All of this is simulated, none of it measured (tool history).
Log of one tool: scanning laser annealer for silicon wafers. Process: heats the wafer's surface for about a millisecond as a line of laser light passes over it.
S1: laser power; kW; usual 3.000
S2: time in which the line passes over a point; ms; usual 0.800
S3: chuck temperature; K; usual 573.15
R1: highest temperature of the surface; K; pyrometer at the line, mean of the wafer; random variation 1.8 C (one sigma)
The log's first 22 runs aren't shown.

run,hour,S1,S2,S3,R1
23,193.1,3.267,0.788,542.15,1350.15
24,200.2,3.000,0.744,573.15,1272.15
25,212.4,3.000,0.569,613.15,1224.15
26,220.8,3.000,0.569,613.15,1221.15
27,232.8,3.000,0.865,573.15,1331.15
28,243.1,3.000,0.865,573.15,1328.15
29,249.1,3.000,0.741,575.15,1275.15
30,260.1,3.064,0.562,579.15,1202.15
31,270.9,3.024,0.722,591.15,1287.15
32,280.7,3.024,0.722,591.15,1290.15
33,292.4,3.024,0.722,591.15,1288.15
34,298.3,2.604,0.815,599.15,1212.15
35,306.1,2.604,0.815,564.15,1175.15
36,312.5,2.604,0.815,564.15,1172.15
37,325.2,2.604,0.815,564.15,1177.15

4 ways to go on from here, each from the tool as it stands after run 37. What would each give?
A,332.9,2.579,0.867,573.15,?
B,332.9,3.235,0.800,573.15,?
C,332.9,3.000,0.949,573.15,?
D,332.9,2.931,0.907,573.15,?

run,R1
A,1193.15
B,1372.15
C,1366.15
D,1326.15
Without the tool's hidden state the same runs would have given:
run,R1
A,1215.15
B,1400.15
C,1394.15
D,1352.15

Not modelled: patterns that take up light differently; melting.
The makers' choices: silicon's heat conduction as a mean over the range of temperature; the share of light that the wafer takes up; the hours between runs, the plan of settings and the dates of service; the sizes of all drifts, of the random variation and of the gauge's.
